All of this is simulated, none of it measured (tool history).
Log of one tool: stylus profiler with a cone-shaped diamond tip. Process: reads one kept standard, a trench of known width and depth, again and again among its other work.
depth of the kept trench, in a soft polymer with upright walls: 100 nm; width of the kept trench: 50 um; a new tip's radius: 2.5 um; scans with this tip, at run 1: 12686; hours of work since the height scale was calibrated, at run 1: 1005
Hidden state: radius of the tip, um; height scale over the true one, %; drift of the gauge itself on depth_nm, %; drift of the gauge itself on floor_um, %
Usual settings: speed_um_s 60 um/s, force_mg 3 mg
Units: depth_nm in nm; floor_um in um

run	day	speed_um_s	force_mg	scans with this tip	hours of work since the height scale was calibrated	depth_nm	floor_um
1	0	60	3	12686	1005	101.78	48.07
2	2.017	71	3	13160	1043	101.79	48.02
3	3.708	71	3	13557	1075	101.82	48.04
4	5.146	71	3	13895	1101	101.79	48.03
5	6.654	60	7.13	14250	1129	102.96	48.16
6	8.117	60	7.13	14593	1157	102.96	48.17
7	9.492	60	7.13	14916	1182	102.98	48.17
8	11.962	60	7.13	15496	1228	102.99	48.13
# day 14.683: height scale calibrated on a step standard
9	14.758	60	7.13	16149	1	102.61	48.13
10	17.221	60	3	16727	47	101.48	48.06
11	19.096	60	3	17168	82	101.49	48.03
12	20.396	60	6.04	17472	106	102.37	48.06
13	22.9	60	3.26	18061	153	101.61	48
14	25.896	60	5.1	18765	209	102.15	48.02
15	28.95	66	1.14	19482	266	100.83	47.76
16	31.042	66	1.14	19974	305	100.87	47.73
17	32.879	24	5.05	20405	339	102.18	48.11
18	35.008	24	5.05	20906	378	102.17	48.14
19	37.588	21	2.18	21512	426	101.3	48.09
20	40.146	21	7.83	22113	474	102.94	48.15
21	43.1	21	7.83	22806	529	102.96	48.11
22	44.929	42	7.63	23235	563	102.93	48.09
23	47.312	201	6.64	23796	608	102.66	47.62
24	48.688	107	2.39	24119	633	101.43	47.66

The next listed run, before its measurement:
25	51.783	102	1.38	24846	691	?	?

Run 25 gave depth_nm 101.09 nm, floor_um 47.51 um.
Without the tool's hidden state the same run would have given depth_nm 100.9 nm, floor_um 47.95 um.

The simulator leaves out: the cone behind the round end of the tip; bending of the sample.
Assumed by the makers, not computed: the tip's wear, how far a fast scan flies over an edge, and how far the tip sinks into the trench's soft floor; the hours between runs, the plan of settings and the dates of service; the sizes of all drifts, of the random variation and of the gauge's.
